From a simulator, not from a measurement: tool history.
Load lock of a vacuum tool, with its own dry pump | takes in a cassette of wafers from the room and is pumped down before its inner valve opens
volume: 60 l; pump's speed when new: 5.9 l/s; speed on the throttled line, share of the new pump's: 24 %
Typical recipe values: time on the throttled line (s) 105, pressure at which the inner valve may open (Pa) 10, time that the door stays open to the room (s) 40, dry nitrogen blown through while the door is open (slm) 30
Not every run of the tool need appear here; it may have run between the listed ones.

run	day	time on the throttled line (s)	pressure at which the inner valve may open (Pa)	time that the door stays open to the room (s)	dry nitrogen blown through while the door is open (slm)	incoming humidity of the room's air, %	time from the closed door until the inner valve may open (s)	rise of the pressure with all valves shut (Pa/min)
1	0.000	105	10	40	30	50.2	176.9	0.234
2	16.846	105	10	40	30	42.0	180.2	0.256
3	37.017	105	10	40	30	42.9	180.9	0.284
4	58.125	105	10	40	30	43.5	180.2	0.015
5	73.096	105	16	40	30	46.5	176.4	0.023
6	88.721	105	10	40	8	44.3	182.0	0.045
7	103.546	105	10	40	8	44.8	181.7	0.059
8	118.375	105	10	40	8	42.8	182.9	0.062
9	139.104	105	10	40	8	46.9	186.5	0.085
10	153.179	105	9	40	30	45.8	188.0	0.080
11	162.542	105	10	40	30	48.8	184.8	0.085
12	179.596	105	10	40	30	44.3	185.1	0.105
13	200.358	105	10	40	30	42.9	186.3	0.123
14	219.929	105	10	40	30	41.8	187.2	0.144
15	231.308	105	10	40	30	46.5	189.7	0.167
16	242.092	105	10	40	30	44.8	187.9	0.184
17	257.825	105	10	40	30	47.0	189.0	0.193
18	269.792	105	10	40	30	43.8	189.4	0.208
19	278.688	105	10	40	40	45.7	191.0	0.224
20	292.104	105	16	40	7	40.3	184.9	0.261
21	308.100	53	10	40	7	42.7	156.0	0.284
22	324.321	182	11	40	25	44.3	246.5	0.299
23	345.638	156	10	180	30	47.7	230.7	0.032
24	361.525	88	14	40	30	44.9	177.4	0.023
25	371.996	88	14	40	30	41.9	179.6	0.029
26	387.821	200	10	40	7	42.1	260.6	0.047
27	399.721	200	10	40	7	48.0	244.5	0.063
28	418.558	169	9	154	13	45.0	225.0	0.088
29	430.158	178	10	232	5	43.5	229.1	0.136
30	447.008	178	10	232	5	42.8	233.4	0.154
31	468.112	178	10	232	5	44.6	231.9	0.172
32	478.233	178	10	232	5	44.5	232.3	0.184
33	487.762	114	10	40	31	43.3	184.3	0.121
34	497.058	114	10	35	8	47.4	182.5	0.146
35	515.492	91	12	35	10	45.4	166.5	0.167
36	524.217	168	16	118	10	43.7	219.4	0.191

Withheld: 3 entries from between the runs. Position of each, and hidden state at the listed run before versus the listed run after:
From run 3 to run 4: door's seal changed, seat wiped (day 53.588)
  pump's speed, % of a new pump's: 93.5 -> 92.5; leak at the door's seal, Pa l/s: 0.2776 -> 0.0041
  what was measured, less what the result would be without the hidden state, time from the closed door until the inner valve may open (s): +4.9 -> +5.6; rise of the pressure with all valves shut (Pa/min): +0.275 -> +0.003
From run 22 to run 23: door's seal changed, seat wiped (day 343.712)
  pump's speed, % of a new pump's: 79.9 -> 79; leak at the door's seal, Pa l/s: 0.2859 -> 0.0029
  what was measured, less what the result would be without the hidden state, time from the closed door until the inner valve may open (s): +13.0 -> +15.5; rise of the pressure with all valves shut (Pa/min): +0.285 -> +0.001
From run 26 to run 27: dry pump taken out, an overhauled one fitted (day 398.442)
  pump's speed, % of a new pump's: 77 -> 100.7; leak at the door's seal, Pa l/s: 0.022 -> 0.0289
  what was measured, less what the result would be without the hidden state, time from the closed door until the inner valve may open (s): +14.3 -> -0.3; rise of the pressure with all valves shut (Pa/min): +0.020 -> +0.027

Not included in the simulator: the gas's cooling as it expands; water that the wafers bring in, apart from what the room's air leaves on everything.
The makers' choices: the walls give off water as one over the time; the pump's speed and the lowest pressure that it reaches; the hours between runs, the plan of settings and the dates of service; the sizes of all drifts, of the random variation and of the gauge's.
